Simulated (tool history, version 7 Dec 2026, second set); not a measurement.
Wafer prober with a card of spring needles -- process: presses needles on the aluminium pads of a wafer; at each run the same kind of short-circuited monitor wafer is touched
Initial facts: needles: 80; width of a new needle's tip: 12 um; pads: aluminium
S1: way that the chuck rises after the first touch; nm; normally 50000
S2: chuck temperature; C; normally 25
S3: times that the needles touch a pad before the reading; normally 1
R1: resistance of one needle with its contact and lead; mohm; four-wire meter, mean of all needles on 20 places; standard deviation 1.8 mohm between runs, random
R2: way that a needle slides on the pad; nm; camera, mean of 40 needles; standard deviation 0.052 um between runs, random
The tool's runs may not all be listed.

run	hour	S1	S2	S3	R1	R2
1	0.0	50000	25	1	181	11890
# hour 6.8: tips cleaned on abrasive film
2	8.7	50000	25	1	181	11790
3	15.5	50000	25	1	179	11870
# hour 18.4: tips cleaned on abrasive film
4	23.9	50000	25	1	183	11860
# hour 30.0: tips cleaned on abrasive film
5	30.0	50000	25	1	181	11780
6	34.5	47000	25	1	181	11210
# hour 41.6: tips cleaned on abrasive film
7	43.1	50000	25	1	183	11760
8	50.1	50000	25	1	177	11830
# hour 53.8: tips cleaned on abrasive film
9	55.7	50000	25	1	186	11910
10	62.4	50000	111	1	201	11820
# hour 65.7: tips cleaned on abrasive film
11	66.9	50000	111	1	198	11870
12	75.2	50000	111	1	200	11900
# hour 77.8: tips cleaned on abrasive film
13	83.2	50000	111	1	200	11870
# hour 89.9: tips cleaned on abrasive film
14	91.6	50000	111	1	202	11820
15	97.2	50000	111	1	198	11960
# hour 101.6: tips cleaned on abrasive film
16	102.1	50000	25	1	180	11840
17	107.3	50000	25	1	180	11890
18	112.0	50000	120	1	202	11830
# hour 113.2: tips cleaned on abrasive film
19	120.0	50000	87	1	195	11800
# hour 124.8: tips cleaned on abrasive film
20	127.9	59000	98	2	200	14090

Predict the results of run 21:
21	134.4	58000	25	1	?	?

Run 21 measured R1 179 mohm, R2 13840 nm.
On a tool with no hidden condition, and with the same random variation, this run would have come out at R1 179 mohm, R2 13840 nm.

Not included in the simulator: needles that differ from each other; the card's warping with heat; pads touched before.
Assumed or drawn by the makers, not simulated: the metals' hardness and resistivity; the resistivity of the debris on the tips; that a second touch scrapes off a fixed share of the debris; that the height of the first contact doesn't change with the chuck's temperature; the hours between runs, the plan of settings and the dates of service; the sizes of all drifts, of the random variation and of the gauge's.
